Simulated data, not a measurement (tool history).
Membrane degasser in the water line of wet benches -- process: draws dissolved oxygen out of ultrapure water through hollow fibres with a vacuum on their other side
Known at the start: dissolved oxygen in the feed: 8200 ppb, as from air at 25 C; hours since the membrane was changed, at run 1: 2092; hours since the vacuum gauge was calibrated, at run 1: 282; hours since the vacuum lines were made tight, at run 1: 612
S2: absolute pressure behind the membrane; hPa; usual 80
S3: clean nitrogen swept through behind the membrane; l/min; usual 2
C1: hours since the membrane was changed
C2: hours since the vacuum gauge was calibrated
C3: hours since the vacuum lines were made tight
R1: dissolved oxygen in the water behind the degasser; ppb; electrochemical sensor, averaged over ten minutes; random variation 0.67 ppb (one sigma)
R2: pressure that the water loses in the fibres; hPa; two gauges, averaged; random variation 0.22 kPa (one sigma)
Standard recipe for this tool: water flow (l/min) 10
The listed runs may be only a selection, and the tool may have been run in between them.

Run 1, hour 0: usual settings; C1 2092; C2 282; C3 612. Result: R1 60.4 ppb, R2 563.7 hPa.
Run 2, hour 177: usual settings; C1 2269; C2 459; C3 789. Result: R1 60.9 ppb, R2 561.9 hPa.
Run 3, hour 321.5: usual settings but S3 2.73 l/min; C1 2413; C2 603; C3 933. Result: R1 46.5 ppb, R2 564.6 hPa.
Run 4, hour 575.7: usual settings but S3 2.73 l/min; C1 2668; C2 858; C3 1187. Result: R1 46.9 ppb, R2 562.9 hPa.
Run 5, hour 833.2: usual settings but S3 2.73 l/min; C1 2925; C2 1115; C3 1445. Result: R1 47.1 ppb, R2 566.9 hPa.
Run 6, hour 959.2: usual settings but S3 2.73 l/min; C1 3051; C2 1241; C3 1571. Result: R1 45.6 ppb, R2 567.1 hPa.
Run 7, hour 1099.5: usual settings but S3 2.73 l/min; C1 3191; C2 1381; C3 1711. Result: R1 46.9 ppb, R2 570.2 hPa.
Run 8, hour 1361: usual settings but water flow (l/min) 8, S2 125.2 hPa, S3 2.73 l/min; C1 3453; C2 1643; C3 1973. Result: R1 68.2 ppb, R2 451.9 hPa.
At hour 1383: vacuum gauge calibrated.
Run 9, hour 1567.2: usual settings but water flow (l/min) 8, S2 125.2 hPa, S3 2.73 l/min; C1 3659; C2 184; C3 2178. Result: R1 71 ppb, R2 454.5 hPa.
Run 10, hour 1748.5: usual settings but water flow (l/min) 12, S2 61.2 hPa, S3 3.59 l/min; C1 3840; C2 366; C3 2360. Result: R1 31.3 ppb, R2 685.6 hPa.
Run 11, hour 1916: usual settings but water flow (l/min) 12, S2 61.2 hPa, S3 3.15 l/min; C1 4007; C2 533; C3 2527. Result: R1 34.4 ppb, R2 684.1 hPa.

Forecast each of these 3 alternatives for the next run:
Run A, hour 2110: usual settings but S2 134 hPa, S3 4.3 l/min; C1 4201; C2 727; C3 2721. Result: R1 ?, R2 ?.
Run B, hour 2110: usual settings but water flow (l/min) 7, S2 61.2 hPa, S3 1.7 l/min; C1 4201; C2 727; C3 2721. Result: R1 ?, R2 ?.
Run C, hour 2110: usual settings but water flow (l/min) 7; C1 4201; C2 727; C3 2721. Result: R1 ?, R2 ?.

run    R1     R2
  A  62.9  573.8
  B  31.9  402.7
  C  44.1  402.8
Had the tool no hidden state, the same runs would have come out as:
run    R1     R2
  A  60.3  557.2
  B  29.4  391.1
  C  41.5  391.1
